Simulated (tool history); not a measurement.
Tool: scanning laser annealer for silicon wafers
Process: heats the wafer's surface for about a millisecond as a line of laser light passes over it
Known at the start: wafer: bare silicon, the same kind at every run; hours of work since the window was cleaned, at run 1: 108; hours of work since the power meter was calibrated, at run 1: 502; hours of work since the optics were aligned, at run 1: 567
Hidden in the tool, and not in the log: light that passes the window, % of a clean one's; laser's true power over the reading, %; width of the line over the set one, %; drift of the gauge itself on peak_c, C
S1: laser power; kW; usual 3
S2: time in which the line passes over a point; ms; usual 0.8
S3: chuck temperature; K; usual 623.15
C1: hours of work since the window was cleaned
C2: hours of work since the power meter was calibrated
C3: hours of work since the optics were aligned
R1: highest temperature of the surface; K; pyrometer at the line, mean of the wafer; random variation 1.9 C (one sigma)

run	hour	S1	S2	S3	C1	C2	C3	R1
1	0	3	0.8	623.15	108	502	567	1408.15
2	35	3	0.8	623.15	134	528	593	1410.15
3	93.8	3	0.8	623.15	177	572	637	1406.15
4	153.8	3	0.8	623.15	222	617	681	1399.15
5	193.9	3	0.8	623.15	252	647	711	1402.15
6	222.8	3	0.801	623.15	273	668	733	1400.15
# hour 256.6: optics aligned, line set to its width
7	270.7	3	0.883	623.15	305	700	11	1448.15
8	316.2	3	0.8	623.15	339	734	44	1408.15
9	349.6	3	0.8	641.15	364	759	69	1419.15
10	377.6	3	0.8	619.15	385	780	90	1398.15
11	407.7	3	0.8	619.15	407	802	112	1394.15
12	448.9	3	0.8	619.15	438	833	143	1394.15
13	482.2	2.879	0.8	619.15	463	857	168	1362.15
14	534.2	2.879	0.8	619.15	501	896	207	1360.15
15	569.3	3.107	0.8	623.15	527	922	233	1420.15
16	607.4	3.107	0.8	623.15	556	951	261	1418.15
17	650.9	3.107	0.8	623.15	588	983	293	1413.15
18	684.4	3	0.8	623.15	613	1008	318	1386.15
19	727.3	3	0.8	623.15	645	1040	350	1387.15
20	755.4	3	0.8	623.15	666	1061	371	1384.15
21	801.1	3	0.61	623.15	700	1095	405	1277.15
# hour 817.4: window over the wafer cleaned
22	851.7	3.267	0.63	626.15	25	1131	441	1380.15
23	907.4	3	0.8	601.15	67	1172	483	1396.15
24	940.6	2.722	0.738	609.15	92	1197	507	1293.15
25	976.5	2.722	0.738	609.15	118	1224	534	1299.15
26	1032	2.569	0.983	658.15	160	1265	575	1415.15
27	1095.8	2.569	0.983	658.15	207	1312	623	1408.15
28	1138.1	3	0.639	623.15	239	1344	654	1310.15
29	1165.2	2.957	0.756	596.15	259	1364	674	1341.15
30	1228	2.957	0.756	596.15	305	1411	721	1335.15
# hour 1278: optics aligned, line set to its width
31	1293	2.782	0.756	588.15	350	1455	11	1294.15
32	1343.3	2.58	0.699	612.15	388	1493	49	1241.15
33	1397	2.695	0.8	623.15	427	1533	89	1327.15
34	1423.6	3.113	0.601	632.15	447	1552	108	1322.15
35	1470.9	3.113	0.601	632.15	482	1588	144	1317.15
36	1510.7	3.02	0.873	630.15	512	1617	173	1447.15
37	1569.8	2.836	0.8	601.15	556	1661	217	1332.15
38	1614.8	3.079	0.561	601.15	589	1695	251	1250.15
39	1654.1	3.237	0.73	601.15	619	1724	280	1386.15
40	1699.3	3.244	0.8	623.15	652	1758	313	1449.15
41	1737.4	3	0.587	623.15	681	1786	342	1266.15

Forecast each of these 3 alternatives for the next run:
A	1771.3	3.261	0.8	623.15	706	1811	367	?
B	1771.3	2.627	0.787	610.15	706	1811	367	?
C	1771.3	3	0.903	658.15	706	1811	367	?

run	R1
A	1450.15
B	1276.15
C	1474.15
Without the tool's hidden state the same runs would have given:
run	R1
A	1488.15
B	1307.15
C	1511.15
